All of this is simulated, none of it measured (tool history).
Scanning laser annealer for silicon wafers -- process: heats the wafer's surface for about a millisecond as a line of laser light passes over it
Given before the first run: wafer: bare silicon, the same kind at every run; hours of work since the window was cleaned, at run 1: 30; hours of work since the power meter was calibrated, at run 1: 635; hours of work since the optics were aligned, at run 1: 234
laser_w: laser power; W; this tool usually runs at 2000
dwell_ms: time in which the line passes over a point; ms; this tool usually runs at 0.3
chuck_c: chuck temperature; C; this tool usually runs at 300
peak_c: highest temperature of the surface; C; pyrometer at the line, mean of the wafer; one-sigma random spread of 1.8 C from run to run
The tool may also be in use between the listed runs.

run     day  laser_w  dwell_ms  chuck_c  hours of work since the window was cleaned  hours of work since the power meter was calibrated  hours of work since the optics were aligned  peak_c
  1       0     2000       0.3      300                                          30                                                 635                                          234    1063
  2   3.408     2000       0.3      300                                          69                                                 674                                          273    1061
  3   5.667     2000       0.3      300                                          95                                                 700                                          299    1062
  4   7.983     2000     0.272      300                                         122                                                 727                                          326    1025
  5  10.179     1852       0.3      300                                         147                                                 752                                          351     994
  6  12.371     1852       0.3      300                                         172                                                 777                                          376     993
     12.646  -- laser's power meter calibrated
  7  15.038     1852       0.3      300                                         201                                                  27                                          405     989
  8  18.067     1717     0.289      310                                         236                                                  62                                          440     929
  9   20.15     1717     0.289      310                                         259                                                  86                                          464     927
 10  23.008     2063     0.249      328                                         292                                                 119                                          496    1034
 11  25.704     2063     0.249      328                                         323                                                 150                                          527    1031
 12  27.138     2110     0.249      286                                         340                                                 166                                          544    1004

What if the next run were any one of these 5? Each begins from the tool's condition after run 12:
     27.692  -- laser's power meter calibrated, once more
  A  29.858     2082     0.371      272                                         369                                                  25                                          573       ?
     27.692  -- laser's power meter calibrated, once more
  B  29.858     2172       0.3      300                                         369                                                  25                                          573       ?
     27.692  -- laser's power meter calibrated, once more
  C  29.858     2193     0.297      277                                         369                                                  25                                          573       ?
     27.692  -- laser's power meter calibrated, once more
  D  29.858     1812     0.275      286                                         369                                                  25                                          573       ?
     27.692  -- laser's power meter calibrated, once more
  E  29.858     1958     0.357      279                                         369                                                  25                                          573       ?

run  peak_c
  A    1131
  B    1110
  C    1091
  D     917
  E    1064
Without the tool's unlogged condition, the same runs would have read:
run  peak_c
  A    1174
  B    1151
  C    1132
  D     949
  E    1104
